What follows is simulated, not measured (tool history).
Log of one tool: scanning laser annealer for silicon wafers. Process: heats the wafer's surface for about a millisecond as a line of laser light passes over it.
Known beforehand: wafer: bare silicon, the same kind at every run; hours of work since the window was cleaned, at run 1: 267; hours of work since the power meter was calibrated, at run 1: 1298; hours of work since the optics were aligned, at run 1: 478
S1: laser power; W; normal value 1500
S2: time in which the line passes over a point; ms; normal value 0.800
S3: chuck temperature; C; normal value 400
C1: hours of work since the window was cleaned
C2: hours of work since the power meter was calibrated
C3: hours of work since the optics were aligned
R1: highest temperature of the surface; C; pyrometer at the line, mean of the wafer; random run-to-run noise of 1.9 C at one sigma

run     day    S1     S2   S3   C1    C2   C3    R1
  1   0.000  1500  0.800  400  267  1298  478  1232
  2   2.200  1500  0.800  400  294  1325  506  1235
  3   3.621  1500  0.800  400  312  1343  524  1234
  4   6.783  1500  0.800  362  351  1382  563  1196
  5   9.762  1500  0.800  400  388  1419  600  1231
  6  12.417  1335  0.800  400  422  1453  633  1122
  7  14.929  1500  0.800  400  453  1484  665  1234
     17.258  -- window over the wafer cleaned
  8  17.304  1500  0.800  400    1  1513  693  1236
  9  20.562  1500  0.800  400   41  1553  734  1236
 10  23.104  1500  0.800  400   73  1585  766  1233
 11  24.975  1500  0.800  400   96  1608  789  1237
 12  26.500  1522  0.800  400  115  1627  808  1250
     27.983  -- optics aligned, line set to its width
 13  29.200  1522  0.800  400  146  1658   15  1250
 14  31.638  1522  0.937  400  177  1689   46  1331
 15  33.500  1522  0.937  400  200  1712   69  1333
 16  35.946  1500  0.898  400  231  1743   99  1294
 17  38.733  1500  0.983  400  265  1777  134  1337
 18  40.879  1500  0.983  400  292  1804  161  1338
 19  43.633  1500  0.983  400  327  1839  195  1339
 20  45.533  1500  0.983  400  350  1862  219  1340
 21  48.225  1500  0.983  400  384  1896  253  1336
 22  51.196  1500  0.983  400  421  1933  290  1341
 23  52.788  1386  0.858  419  441  1953  310  1204
 24  55.321  1500  0.849  411  472  1984  341  1273
     56.208  -- window over the wafer cleaned
 25  56.983  1500  0.849  411   10  2004  361  1271
 26  59.208  1500  0.849  411   37  2032  389  1274
 27  61.950  1585  0.800  380   72  2066  423  1274
 28  64.062  1585  0.800  380   98  2093  449  1272
 29  66.167  1500  0.846  374  124  2119  476  1238
 30  68.525  1590  0.700  366  154  2148  505  1199
 31  70.108  1511  0.930  410  173  2168  525  1328
 32  72.467  1451  0.653  388  203  2197  554  1100
 33  75.888  1415  0.862  415  246  2240  597  1223

Expected results for the next run?
 34  77.312  1415  0.862  415  263  2258  615   ?

{"run 34": {"R1": 1221}}
If the tool had no hidden condition, the same run with the same run-to-run variation would have returned R1 1221 C.

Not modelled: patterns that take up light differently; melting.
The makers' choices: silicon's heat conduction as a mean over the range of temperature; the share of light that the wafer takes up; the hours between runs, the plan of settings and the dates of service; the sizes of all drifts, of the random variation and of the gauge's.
